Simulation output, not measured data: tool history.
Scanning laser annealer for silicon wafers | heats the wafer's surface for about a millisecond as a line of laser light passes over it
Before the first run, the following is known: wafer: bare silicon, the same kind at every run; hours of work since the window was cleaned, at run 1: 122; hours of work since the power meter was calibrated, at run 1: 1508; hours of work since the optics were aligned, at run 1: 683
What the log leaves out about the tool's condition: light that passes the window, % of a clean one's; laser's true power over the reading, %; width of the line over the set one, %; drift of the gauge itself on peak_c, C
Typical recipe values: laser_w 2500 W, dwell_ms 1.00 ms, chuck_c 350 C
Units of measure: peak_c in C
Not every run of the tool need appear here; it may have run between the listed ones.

run    hour  laser_w  dwell_ms  chuck_c  hours of work since the window was cleaned  hours of work since the power meter was calibrated  hours of work since the optics were aligned  peak_c
  1     0.0     2500      1.00      350                                         122                                                1508                                          683    1072
  2    74.2     2500      0.99      350                                         168                                                1553                                          728    1068
  3   133.0     2500      0.99      350                                         204                                                1589                                          764    1070
  4   193.5     2500      0.99      350                                         241                                                1626                                          801    1071
  5   264.3     2500      0.99      350                                         284                                                1670                                          845    1070
  6   332.9     2500      0.99      350                                         326                                                1712                                          887    1070
  7   395.5     2500      0.99      342                                         364                                                1750                                          925    1062
      435.2  -- optics aligned, line set to its width
  8   436.7     2461      0.99      342                                         386                                                1772                                            1    1053
  9   467.5     2461      0.99      342                                         405                                                1791                                           20    1051
 10   507.9     2461      0.99      342                                         430                                                1816                                           44    1052
 11   557.3     2461      0.99      342                                         460                                                1846                                           75    1050
 12   590.2     2461      0.99      342                                         480                                                1866                                           95    1050
      644.5  -- window over the wafer cleaned
 13   667.9     2484      0.99      342                                          14                                                1913                                          141    1059
 14   713.2     2484      0.99      342                                          42                                                1940                                          169    1057
 15   777.9     2484      0.99      342                                          82                                                1980                                          209    1058
 16   846.3     2500      1.00      350                                         124                                                2022                                          250    1074
 17   892.0     2500      1.00      350                                         152                                                2050                                          278    1073
 18   933.3     2500      1.00      326                                         177                                                2075                                          304    1046
 19   982.9     2500      1.00      326                                         207                                                2105                                          334    1051
 20  1030.2     2500      1.16      326                                         236                                                2134                                          363    1106
 21  1097.5     2500      1.23      379                                         277                                                2176                                          404    1183
 22  1147.8     2687      1.05      351                                         308                                                2206                                          435    1143
 23  1195.7     2687      1.05      351                                         337                                                2236                                          464    1147
 24  1256.1     2500      1.00      357                                         374                                                2273                                          501    1077
 25  1288.7     2500      1.00      357                                         394                                                2293                                          521    1082
 26  1348.9     2500      1.00      366                                         431                                                2329                                          558    1087
 27  1405.9     2500      1.00      366                                         466                                                2364                                          593    1085
 28  1469.3     2500      1.00      366                                         505                                                2403                                          632    1088
     1487.8  -- window over the wafer cleaned
 29  1526.0     2411      1.00      346                                          23                                                2437                                          665    1044
 30  1560.4     2500      1.12      356                                          44                                                2458                                          686    1119
 31  1606.1     2500      1.12      356                                          72                                                2486                                          714    1124
 32  1663.4     2500      0.96      319                                         107                                                2521                                          749    1025
 33  1728.5     2294      0.96      389                                         147                                                2561                                          789    1042
 34  1779.6     2500      1.01      350                                         179                                                2592                                          821    1078
 35  1852.8     2284      1.24      364                                         223                                                2637                                          865    1103
 36  1884.5     2656      0.71      364                                         243                                                2656                                          885    1007
 37  1928.3     2331      0.81      379                                         270                                                2683                                          912     987
     1989.0  -- optics aligned, line set to its width
 38  1990.3     2257      1.07      337                                         305                                                2718                                            1    1015
 39  2059.1     2638      1.00      362                                         347                                                2760                                           43    1124
 40  2116.2     2510      0.81      347                                         382                                                2795                                           78     995

Alternative continuations, all from the tool just after run 40; predict every row:
  A  2157.4     2509      1.00      389                                         407                                                2820                                          103       ?
  B  2157.4     2462      1.22      350                                         407                                                2820                                          103       ?
  C  2157.4     2510      0.91      339                                         407                                                2820                                          103       ?

run  peak_c
  A    1115
  B    1137
  C    1030
Without the tool's unlogged condition, the same runs would have read:
run  peak_c
  A    1115
  B    1138
  C    1031
